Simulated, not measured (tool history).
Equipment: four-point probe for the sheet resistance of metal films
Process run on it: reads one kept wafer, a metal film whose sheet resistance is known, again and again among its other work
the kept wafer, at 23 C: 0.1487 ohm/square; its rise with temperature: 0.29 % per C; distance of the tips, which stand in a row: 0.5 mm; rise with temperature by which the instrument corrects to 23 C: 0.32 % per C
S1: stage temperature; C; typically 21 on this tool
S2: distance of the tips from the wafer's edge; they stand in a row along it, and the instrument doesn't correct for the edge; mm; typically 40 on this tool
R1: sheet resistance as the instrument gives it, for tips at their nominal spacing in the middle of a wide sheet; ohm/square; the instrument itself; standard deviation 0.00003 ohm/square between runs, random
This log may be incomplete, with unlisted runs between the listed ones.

run,hour,S1,S2,R1
1,0.0,21,40,0.149231
2,46.6,21,40,0.149304
3,103.6,21,29,0.149242
4,166.3,21,29,0.149235
5,232.2,21,29,0.149289
6,299.2,21,29,0.149294
7,347.6,21,29,0.149321
8,420.8,21,40,0.149259
9,467.5,21,40,0.149289
10,501.3,21,40,0.149225
11,577.4,21,40,0.149284
12,638.2,21,40,0.149222
13,670.2,30,40,0.148882
14,710.9,32,40,0.148781
15,778.8,35,7,0.149019
16,839.3,21,9,0.149485
17,899.0,21,48,0.149165
18,960.3,25,66,0.149040
19,993.3,22,9,0.149416
20,1064.0,22,9,0.149424
21,1098.5,22,9,0.149428
22,1144.6,22,9,0.149404
23,1188.3,29,18,0.148935
24,1238.3,22,19,0.149213
25,1313.1,28,5,0.149700
26,1356.4,28,5,0.149688
27,1394.0,19,6,0.149873
28,1470.5,31,3,0.150942

Below are 4 alternative next runs, each starting from the tool's condition after run 28. Predict each:
A,1514.3,20,38,?
B,1514.3,27,3,?
C,1514.3,21,6,?
D,1514.3,31,10,?

run,R1
A,0.149269
B,0.151139
C,0.149754
D,0.148981
Without the tool's unlogged condition, the same runs would have read:
run,R1
A,0.148871
B,0.150739
C,0.149355
D,0.148588

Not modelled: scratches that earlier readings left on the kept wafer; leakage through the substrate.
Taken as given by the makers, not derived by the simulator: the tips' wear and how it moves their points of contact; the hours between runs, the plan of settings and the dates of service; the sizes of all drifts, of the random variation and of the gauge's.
